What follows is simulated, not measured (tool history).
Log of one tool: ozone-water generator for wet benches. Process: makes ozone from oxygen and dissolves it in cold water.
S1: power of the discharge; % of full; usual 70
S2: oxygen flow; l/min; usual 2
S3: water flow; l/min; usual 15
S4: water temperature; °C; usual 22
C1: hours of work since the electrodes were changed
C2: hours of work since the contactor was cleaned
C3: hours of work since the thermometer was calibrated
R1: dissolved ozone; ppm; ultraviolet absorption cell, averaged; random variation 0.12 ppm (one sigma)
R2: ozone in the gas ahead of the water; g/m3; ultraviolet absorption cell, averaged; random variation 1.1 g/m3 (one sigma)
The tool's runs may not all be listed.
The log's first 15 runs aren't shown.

{"run": 16, "day": 31.567, "S1": 70, "S2": 2, "S3": 15, "S4": 22, "C1": 1215, "C2": 4252, "C3": 3886, "R1": 10.2, "R2": 188.6}
{"run": 17, "day": 34.312, "S1": 70, "S2": 2, "S3": 11, "S4": 22, "C1": 1267, "C2": 4305, "C3": 3938, "R1": 14.1, "R2": 188.7}
{"run": 18, "day": 37.075, "S1": 98, "S2": 2, "S3": 15, "S4": 22, "C1": 1321, "C2": 4358, "C3": 3992, "R1": 13.4, "R2": 243.7}
{"run": 19, "day": 38.717, "S1": 40, "S2": 2, "S3": 22, "S4": 17, "C1": 1352, "C2": 4390, "C3": 4023, "R1": 4.4, "R2": 120.1}
{"day": 40.475, "done": "gauge calibrated"}
{"run": 20, "day": 40.538, "S1": 40, "S2": 2, "S3": 22, "S4": 17, "C1": 1387, "C2": 4425, "C3": 4058, "R1": 4.5, "R2": 123.1}
{"run": 21, "day": 41.867, "S1": 40, "S2": 2, "S3": 22, "S4": 17, "C1": 1413, "C2": 4450, "C3": 4084, "R1": 4.6, "R2": 122.8}
{"run": 22, "day": 43.067, "S1": 70, "S2": 2, "S3": 14, "S4": 17, "C1": 1436, "C2": 4474, "C3": 4107, "R1": 11.4, "R2": 192.3}
{"run": 23, "day": 44.358, "S1": 46, "S2": 2, "S3": 15, "S4": 28, "C1": 1461, "C2": 4498, "C3": 4132, "R1": 6.6, "R2": 139.2}
{"run": 24, "day": 47.279, "S1": 46, "S2": 1.04, "S3": 15, "S4": 28, "C1": 1517, "C2": 4555, "C3": 4188, "R1": 6.2, "R2": 197.8}

Run 25 comes next. What will it give?
{"run": 25, "day": 49.571, "S1": 98, "S2": 2, "S3": 15, "S4": 18, "C1": 1561, "C2": 4599, "C3": 4232, "R1": "?", "R2": "?"}

{"run 25": {"R1": 13.9, "R2": 250.4}}
Without the tool's hidden state the same run would have given R1 13.9 ppm, R2 252.1 g/m3.

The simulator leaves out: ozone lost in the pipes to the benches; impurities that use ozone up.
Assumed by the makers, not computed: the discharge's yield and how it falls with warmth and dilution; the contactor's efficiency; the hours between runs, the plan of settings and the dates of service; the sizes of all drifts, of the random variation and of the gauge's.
